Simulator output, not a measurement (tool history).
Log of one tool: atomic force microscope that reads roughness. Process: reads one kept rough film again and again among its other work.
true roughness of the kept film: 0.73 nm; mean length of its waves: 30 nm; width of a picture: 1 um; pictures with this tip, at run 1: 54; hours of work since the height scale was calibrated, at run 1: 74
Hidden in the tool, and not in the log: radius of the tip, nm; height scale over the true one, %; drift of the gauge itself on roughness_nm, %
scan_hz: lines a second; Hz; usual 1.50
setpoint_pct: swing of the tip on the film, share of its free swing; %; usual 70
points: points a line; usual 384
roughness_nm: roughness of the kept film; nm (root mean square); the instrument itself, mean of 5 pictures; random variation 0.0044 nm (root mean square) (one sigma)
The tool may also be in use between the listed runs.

| run | hour | scan_hz | setpoint_pct | points | pictures with this tip | hours of work since the height scale was calibrated | roughness_nm |
|---|---|---|---|---|---|---|---|
| 1 | 0.0 | 1.50 | 70 | 384 | 54 | 74 | 0.670 |
| 2 | 22.3 | 1.50 | 70 | 384 | 95 | 91 | 0.668 |
| 3 | 50.4 | 0.87 | 70 | 384 | 147 | 113 | 0.677 |
| 4 | 90.1 | 0.87 | 70 | 384 | 221 | 144 | 0.675 |
|  | 105.5 | new tip fitted |
| 5 | 134.8 | 0.87 | 70 | 384 | 55 | 178 | 0.686 |
| 6 | 175.6 | 0.87 | 70 | 384 | 130 | 209 | 0.673 |
| 7 | 197.9 | 1.50 | 70 | 384 | 172 | 226 | 0.661 |
|  | 241.1 | new tip fitted |
| 8 | 241.9 | 1.50 | 70 | 384 | 1 | 260 | 0.676 |
| 9 | 281.1 | 1.50 | 70 | 384 | 74 | 290 | 0.671 |
| 10 | 301.0 | 1.50 | 70 | 384 | 111 | 305 | 0.675 |
| 11 | 323.3 | 1.50 | 70 | 384 | 152 | 323 | 0.654 |
| 12 | 371.5 | 1.50 | 70 | 384 | 241 | 360 | 0.652 |
|  | 377.6 | new tip fitted |
| 13 | 421.3 | 1.50 | 70 | 384 | 81 | 398 | 0.669 |
| 14 | 468.2 | 1.50 | 74 | 384 | 167 | 434 | 0.647 |
| 15 | 508.1 | 1.50 | 70 | 500 | 241 | 465 | 0.653 |
|  | 513.2 | new tip fitted |
| 16 | 553.8 | 1.50 | 70 | 500 | 75 | 500 | 0.667 |
| 17 | 603.0 | 1.50 | 82 | 384 | 166 | 538 | 0.635 |
|  | 651.4 | new tip fitted |
| 18 | 652.6 | 1.50 | 70 | 901 | 2 | 575 | 0.681 |
| 19 | 694.8 | 1.50 | 70 | 901 | 80 | 608 | 0.668 |
| 20 | 734.5 | 1.50 | 70 | 901 | 154 | 639 | 0.667 |
| 21 | 777.8 | 1.50 | 70 | 901 | 234 | 672 | 0.654 |
|  | 786.8 | new tip fitted |
| 22 | 821.7 | 1.50 | 70 | 901 | 64 | 705 | 0.674 |
| 23 | 864.6 | 1.50 | 70 | 901 | 144 | 739 | 0.660 |
| 24 | 890.7 | 1.50 | 70 | 384 | 192 | 759 | 0.656 |
|  | 922.0 | new tip fitted |
| 25 | 935.3 | 1.50 | 70 | 384 | 25 | 793 | 0.668 |
| 26 | 963.8 | 1.50 | 70 | 384 | 78 | 815 | 0.664 |
| 27 | 990.4 | 1.24 | 82 | 475 | 127 | 835 | 0.650 |
| 28 | 1019.2 | 1.24 | 78 | 475 | 180 | 857 | 0.650 |
|  | 1058.0 | new tip fitted |
| 29 | 1061.9 | 1.81 | 79 | 486 | 7 | 890 | 0.650 |
| 30 | 1110.2 | 3.02 | 70 | 882 | 97 | 927 | 0.632 |
| 31 | 1146.0 | 3.02 | 70 | 882 | 163 | 955 | 0.634 |
| 32 | 1174.8 | 0.92 | 77 | 271 | 217 | 977 | 0.637 |
|  | 1193.5 | new tip fitted |
| 33 | 1207.3 | 0.92 | 77 | 344 | 26 | 1002 | 0.675 |
| 34 | 1235.7 | 0.92 | 77 | 344 | 78 | 1024 | 0.657 |
| 35 | 1261.6 | 3.52 | 70 | 384 | 126 | 1043 | 0.615 |
| 36 | 1284.7 | 3.52 | 75 | 384 | 169 | 1061 | 0.592 |
| 37 | 1311.5 | 3.52 | 75 | 384 | 219 | 1082 | 0.590 |

The next listed run, before its measurement:
|  | 1329.7 | new tip fitted |
| 38 | 1338.8 | 2.84 | 79 | 384 | 16 | 1103 | ? |

{"run 38": {"roughness_nm": 0.607}}
Without the tool's hidden state the same run would have given roughness_nm 0.616 nm (root mean square).

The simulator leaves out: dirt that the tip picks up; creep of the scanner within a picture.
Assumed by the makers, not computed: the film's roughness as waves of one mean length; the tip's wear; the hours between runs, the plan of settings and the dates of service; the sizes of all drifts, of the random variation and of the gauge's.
